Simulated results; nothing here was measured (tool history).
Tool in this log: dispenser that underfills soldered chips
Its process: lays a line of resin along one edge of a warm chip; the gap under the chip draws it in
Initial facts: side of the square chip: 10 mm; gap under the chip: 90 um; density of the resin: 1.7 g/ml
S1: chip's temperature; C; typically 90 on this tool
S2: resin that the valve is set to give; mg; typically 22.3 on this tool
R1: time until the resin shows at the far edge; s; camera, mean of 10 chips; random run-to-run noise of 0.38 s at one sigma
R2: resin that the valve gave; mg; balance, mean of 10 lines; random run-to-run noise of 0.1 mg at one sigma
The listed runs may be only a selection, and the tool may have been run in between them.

| run | hour | S1 | S2 | R1 | R2 |
|---|---|---|---|---|---|
| 1 | 0.0 | 90 | 22.3 | 38.5 | 22.09 |
|  | 3.3 | new syringe of resin |
| 2 | 13.4 | 90 | 22.3 | 40.8 | 21.71 |
|  | 15.8 | new syringe of resin |
|  | 28.5 | new syringe of resin |
| 3 | 29.4 | 90 | 22.3 | 24.5 | 21.72 |
| 4 | 39.6 | 90 | 22.3 | 45.3 | 21.36 |
|  | 41.5 | new syringe of resin |
|  | 53.7 | new syringe of resin |
| 5 | 55.9 | 90 | 22.3 | 27.3 | 21.43 |
|  | 65.9 | new syringe of resin |
| 6 | 71.7 | 90 | 22.3 | 33.3 | 21.14 |
|  | 78.5 | new syringe of resin |
| 7 | 80.8 | 90 | 22.3 | 26.8 | 21.26 |
|  | 90.8 | new syringe of resin |
| 8 | 95.0 | 90 | 22.3 | 29.2 | 21.08 |
|  | 102.9 | new syringe of resin |
| 9 | 108.2 | 90 | 22.3 | 33.7 | 20.78 |
|  | 114.6 | new syringe of resin |
| 10 | 126.0 | 90 | 22.3 | 46.2 | 20.46 |
|  | 127.5 | new syringe of resin |
| 11 | 135.8 | 90 | 27.3 | 37.2 | 25.12 |
|  | 139.8 | new syringe of resin |
| 12 | 144.2 | 90 | 22.3 | 30.8 | 20.38 |
|  | 151.8 | new syringe of resin |
|  | 154.3 | dispensing valve cleaned and set on the balance |
| 13 | 161.0 | 90 | 22.3 | 38.0 | 22.14 |
|  | 165.5 | new syringe of resin |
| 14 | 169.7 | 90 | 22.3 | 31.3 | 22.04 |
|  | 177.5 | new syringe of resin |
| 15 | 186.2 | 102 | 26.2 | 24.6 | 25.91 |
|  | 189.7 | new syringe of resin |
| 16 | 200.5 | 99 | 26.0 | 30.8 | 25.45 |
|  | 202.1 | new syringe of resin |
| 17 | 210.5 | 99 | 26.0 | 27.9 | 25.01 |
|  | 214.0 | new syringe of resin |
| 18 | 218.4 | 99 | 26.0 | 22.3 | 24.88 |
|  | 225.9 | new syringe of resin |
| 19 | 226.3 | 91 | 26.0 | 23.7 | 25.02 |
|  | 237.7 | new syringe of resin |
| 20 | 239.1 | 84 | 22.3 | 32.6 | 21.24 |
|  | 250.8 | new syringe of resin |
| 21 | 251.1 | 103 | 25.8 | 15.9 | 24.16 |
|  | 262.6 | new syringe of resin |
| 22 | 262.7 | 100 | 20.0 | 17.9 | 18.73 |
|  | 274.5 | new syringe of resin |
| 23 | 276.0 | 90 | 19.8 | 28.0 | 18.45 |
|  | 287.2 | new syringe of resin |
| 24 | 293.7 | 101 | 21.1 | 23.8 | 19.40 |

Pick out some run-to-run changes in R1. Of each, how much would a tool without hidden state show as well, from the settings, what came in and chance, and how much is left for the hidden state and any gauge scatter not in both results compared?
Unlogged tool condition in this case: resin's viscosity, % of fresh resin's; dose that the valve gives, % of what is set; true chip temperature over the reading, C; drift of the gauge itself on fill_s, %; drift of the gauge itself on given_mg, %.
Run 3 -> 4: nothing adjusted, nothing logged. R1 +20.8 s: hidden state +20.1, all else +0.7.
Run 4 -> 5: new syringe of resin, new syringe of resin. R1 -18.0 s: hidden state -17.9, all else -0.1.
